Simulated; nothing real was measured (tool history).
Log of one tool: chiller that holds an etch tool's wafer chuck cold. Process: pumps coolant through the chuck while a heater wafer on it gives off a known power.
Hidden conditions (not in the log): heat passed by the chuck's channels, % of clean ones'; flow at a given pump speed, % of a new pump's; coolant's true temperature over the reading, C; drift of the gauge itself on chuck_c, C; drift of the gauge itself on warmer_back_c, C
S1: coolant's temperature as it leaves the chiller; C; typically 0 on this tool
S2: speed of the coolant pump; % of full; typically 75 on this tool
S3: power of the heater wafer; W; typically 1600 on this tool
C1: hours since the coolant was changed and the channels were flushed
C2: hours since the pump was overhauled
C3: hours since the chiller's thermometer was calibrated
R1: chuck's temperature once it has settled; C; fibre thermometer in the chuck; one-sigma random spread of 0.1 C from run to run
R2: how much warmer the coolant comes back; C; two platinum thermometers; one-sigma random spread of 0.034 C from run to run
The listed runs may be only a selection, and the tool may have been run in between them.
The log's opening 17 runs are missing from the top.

run 18 hour=2832.8 | S1=0 S2=80 S3=1600 | C1=3048 C2=7364 C3=2232 | R1=12.0 R2=5.75
run 19 hour=3056.4 | S1=0 S2=67 S3=1040 | C1=3271 C2=7588 C3=2456 | R1=8.9 R2=4.45
run 20 hour=3230.4 | S1=0 S2=60 S3=2192 | C1=3445 C2=7762 C3=2630 | R1=20.4 R2=10.32
run 21 hour=3390.0 | S1=6 S2=75 S3=1865 | C1=3605 C2=7921 C3=2789 | R1=20.7 R2=7.15
-- hour=3488.9 chiller's thermometer calibrated
run 22 hour=3525.0 | S1=6 S2=75 S3=1865 | C1=3739 C2=8055 C3=36 | R1=20.5 R2=7.18
run 23 hour=3635.0 | S1=6 S2=75 S3=1865 | C1=3849 C2=8165 C3=146 | R1=20.4 R2=7.15
run 24 hour=3854.5 | S1=1 S2=74 S3=1399 | C1=4068 C2=8385 C3=366 | R1=12.1 R2=5.42
run 25 hour=3955.5 | S1=1 S2=100 S3=1399 | C1=4169 C2=8486 C3=467 | R1=10.1 R2=4.10
run 26 hour=4114.4 | S1=1 S2=100 S3=1399 | C1=4328 C2=8645 C3=625 | R1=10.2 R2=4.10
run 27 hour=4312.4 | S1=3 S2=75 S3=1600 | C1=4526 C2=8843 C3=823 | R1=15.7 R2=6.21
run 28 hour=4490.1 | S1=3 S2=75 S3=1600 | C1=4704 C2=9021 C3=1001 | R1=15.9 R2=6.20
run 29 hour=4595.3 | S1=1 S2=61 S3=1506 | C1=4809 C2=9126 C3=1106 | R1=15.0 R2=7.13
run 30 hour=4726.2 | S1=1 S2=61 S3=1506 | C1=4940 C2=9257 C3=1237 | R1=15.1 R2=7.16
run 31 hour=4941.4 | S1=1 S2=61 S3=1506 | C1=5155 C2=9472 C3=1452 | R1=15.2 R2=7.14

3 ways to go on from here, each from the tool as it stands after run 31. What would each give?
run A hour=5037.0 | S1=1 S2=72 S3=1564 | C1=5251 C2=9567 C3=1548 | R1=? R2=?
run B hour=5037.0 | S1=3 S2=70 S3=1451 | C1=5251 C2=9567 C3=1548 | R1=? R2=?
run C hour=5037.0 | S1=0 S2=86 S3=1600 | C1=5251 C2=9567 C3=1548 | R1=? R2=?

run=A R1=14.1 R2=6.34
run=B R1=15.2 R2=6.11
run=C R1=12.0 R2=5.51
Stripped of hidden state, with their random variation kept, the same runs would have yielded:
run=A R1=11.9 R2=5.59
run=B R1=13.2 R2=5.39
run=C R1=10.0 R2=4.86

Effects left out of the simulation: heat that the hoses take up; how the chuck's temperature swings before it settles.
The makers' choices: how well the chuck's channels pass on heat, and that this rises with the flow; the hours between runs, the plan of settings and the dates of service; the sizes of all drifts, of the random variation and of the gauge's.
